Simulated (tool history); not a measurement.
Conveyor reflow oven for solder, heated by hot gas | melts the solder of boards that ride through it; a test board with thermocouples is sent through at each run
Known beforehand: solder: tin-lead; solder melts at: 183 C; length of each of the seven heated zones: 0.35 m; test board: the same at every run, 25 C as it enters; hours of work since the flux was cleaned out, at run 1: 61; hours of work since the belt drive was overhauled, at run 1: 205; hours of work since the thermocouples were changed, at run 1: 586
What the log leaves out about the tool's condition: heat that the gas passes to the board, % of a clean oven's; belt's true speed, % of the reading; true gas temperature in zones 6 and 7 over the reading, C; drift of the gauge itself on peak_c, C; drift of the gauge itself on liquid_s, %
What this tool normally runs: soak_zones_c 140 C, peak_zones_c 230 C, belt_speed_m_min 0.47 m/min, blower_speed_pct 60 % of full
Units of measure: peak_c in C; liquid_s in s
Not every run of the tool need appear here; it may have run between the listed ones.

run	day	soak_zones_c	peak_zones_c	belt_speed_m_min	blower_speed_pct	hours of work since the flux was cleaned out	hours of work since the belt drive was overhauled	hours of work since the thermocouples were changed	peak_c	liquid_s
1	0	140	230	0.47	60	61	205	586	215.3	66
2	0.329	140	230	0.47	60	67	211	592	215.2	66.5
3	0.529	140	230	0.47	60	71	214	595	215.1	66.8
4	0.958	140	230	0.47	60	78	221	603	215.1	65.5
5	1.212	140	226	0.47	60	82	226	607	210.6	61.8
6	1.55	140	226	0.47	60	88	232	613	211.7	62.4
7	1.867	140	226	0.47	60	93	237	618	212.4	61.6
8	2.342	140	226	0.47	60	101	245	626	211.3	62
9	2.617	140	226	0.47	60	106	250	631	210.6	61.7
10	2.838	140	226	0.47	60	110	254	635	211	62.5
11	3.129	140	226	0.47	60	115	259	640	211.4	61.6
12	3.475	140	226	0.47	60	121	264	646	211.6	62.1
13	3.958	140	226	0.47	60	129	273	654	212	61.8
14	4.354	140	230	0.47	60	136	279	661	214.4	65.7
15	4.696	140	230	0.47	60	142	285	666	214.3	65.3
16	4.971	140	230	0.47	60	146	290	671	214.7	64.8
17	5.362	146	219	0.47	79	153	297	678	209.2	64

What will run 18 give?
18	5.671	148	219	0.47	79	158	302	683	?	?

peak_c: 209 C
liquid_s: 65.3 s
With the hidden condition absent and the run-to-run variation left alone, this run would have shown peak_c 208.3 C, liquid_s 64.6 s.
